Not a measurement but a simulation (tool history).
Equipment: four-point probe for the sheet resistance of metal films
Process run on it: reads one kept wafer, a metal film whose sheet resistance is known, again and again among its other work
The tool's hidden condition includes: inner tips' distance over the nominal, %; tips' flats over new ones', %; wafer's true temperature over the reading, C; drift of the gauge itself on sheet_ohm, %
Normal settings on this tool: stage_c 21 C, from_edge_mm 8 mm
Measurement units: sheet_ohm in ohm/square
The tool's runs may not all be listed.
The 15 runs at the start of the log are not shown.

| run | day | stage_c | from_edge_mm | touches since the probe head was changed | hours of work since the stage's thermometer was calibrated | sheet_ohm |
|---|---|---|---|---|---|---|
| 16 | 14.675 | 21 | 8 | 22573 | 1500 | 1.420363 |
| 17 | 15.442 | 21 | 8 | 23453 | 1515 | 1.419991 |
| 18 | 16.717 | 21 | 8 | 24919 | 1539 | 1.420182 |
| 19 | 17.833 | 21 | 8 | 26203 | 1561 | 1.420519 |
| 20 | 18.946 | 21 | 8 | 27477 | 1582 | 1.420427 |
| 21 | 19.567 | 31 | 8 | 28193 | 1594 | 1.416702 |
| 22 | 20.600 | 31 | 8 | 29379 | 1613 | 1.416430 |
| 23 | 21.754 | 24 | 8 | 30706 | 1635 | 1.418880 |
| 24 | 22.567 | 24 | 8 | 31639 | 1651 | 1.418945 |
|  | 22.650 | stage's thermometer calibrated |
| 25 | 23.704 | 24 | 8 | 32921 | 20 | 1.420654 |
| 26 | 24.862 | 22 | 8 | 34251 | 42 | 1.421104 |
| 27 | 26.158 | 33 | 6 | 35737 | 67 | 1.431132 |
| 28 | 26.975 | 33 | 6 | 36674 | 83 | 1.430770 |
|  | 27.100 | stage's thermometer calibrated, once more |
| 29 | 27.958 | 29 | 39 | 37781 | 16 | 1.395980 |
| 30 | 28.867 | 33 | 51 | 38822 | 34 | 1.394716 |
| 31 | 29.467 | 22 | 28 | 39512 | 45 | 1.399333 |
| 32 | 30.862 | 23 | 16 | 41115 | 72 | 1.402249 |
| 33 | 31.942 | 23 | 16 | 42354 | 92 | 1.402343 |
| 34 | 32.988 | 20 | 3 | 43556 | 112 | 1.520782 |
| 35 | 34.133 | 26 | 7 | 44872 | 134 | 1.421046 |
| 36 | 35.233 | 32 | 3 | 46135 | 155 | 1.515960 |
| 37 | 36.058 | 32 | 3 | 47084 | 171 | 1.515526 |
| 38 | 36.712 | 19 | 18 | 47835 | 183 | 1.403465 |
| 39 | 38.058 | 21 | 4 | 49381 | 209 | 1.470058 |

Each row is a separate what-if for the run after 39, all from the same tool condition, not one after another. Results?
| A | 39.371 | 28 | 4 | 50889 | 234 | ? |
| B | 39.371 | 19 | 4 | 50889 | 234 | ? |
| C | 39.371 | 34 | 55 | 50889 | 234 | ? |

| run | sheet_ohm |
|---|---|
| A | 1.467099 |
| B | 1.470857 |
| C | 1.393635 |
What these runs would have given with no unlogged condition in the tool:
| run | sheet_ohm |
|---|---|
| A | 1.472147 |
| B | 1.475912 |
| C | 1.398455 |
